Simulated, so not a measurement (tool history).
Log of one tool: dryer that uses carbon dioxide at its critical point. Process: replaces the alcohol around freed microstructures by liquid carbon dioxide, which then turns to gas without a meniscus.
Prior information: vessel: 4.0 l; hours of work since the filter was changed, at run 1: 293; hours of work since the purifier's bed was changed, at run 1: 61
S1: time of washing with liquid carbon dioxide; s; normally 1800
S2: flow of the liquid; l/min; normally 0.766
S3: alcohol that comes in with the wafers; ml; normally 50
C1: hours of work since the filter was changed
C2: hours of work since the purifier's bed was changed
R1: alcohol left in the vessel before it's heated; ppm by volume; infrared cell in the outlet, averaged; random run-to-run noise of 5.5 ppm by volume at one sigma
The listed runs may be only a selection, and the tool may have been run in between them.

run	hour	S1	S2	S3	C1	C2	R1
1	0	1800	0.766	50	293	61	213
2	15	1320	0.766	50	298	66	639
3	27.4	2760	0.766	50	302	70	41
4	38.5	1320	0.766	50	306	73	630
5	56.4	1320	0.612	50	312	79	1161
6	72.2	1320	0.612	50	317	84	1162
7	80.5	1320	0.612	50	320	87	1134
8	93.3	1800	0.851	32	324	91	102
9	102.7	1800	0.851	32	327	94	96
10	114	1740	0.495	69	331	98	1413
11	129.8	1740	0.723	69	336	103	431
12	138.6	1740	0.723	69	339	106	420
13	148.3	1380	0.723	69	342	109	892
14	159.1	1800	0.766	79	346	113	356

Below are 4 alternative next runs, each starting from the tool's condition after run 14. Predict each:
A	166.6	1800	0.689	43	348	115	?
B	166.6	1380	0.548	54	348	115	?
C	166.6	1560	0.676	113	348	115	?
D	166.6	1440	0.664	90	348	115	?

run	R1
A	296
B	1479
C	1279
D	1331
Without the tool's hidden state the same runs would have given:
run	R1
A	209
B	1231
C	992
D	1055
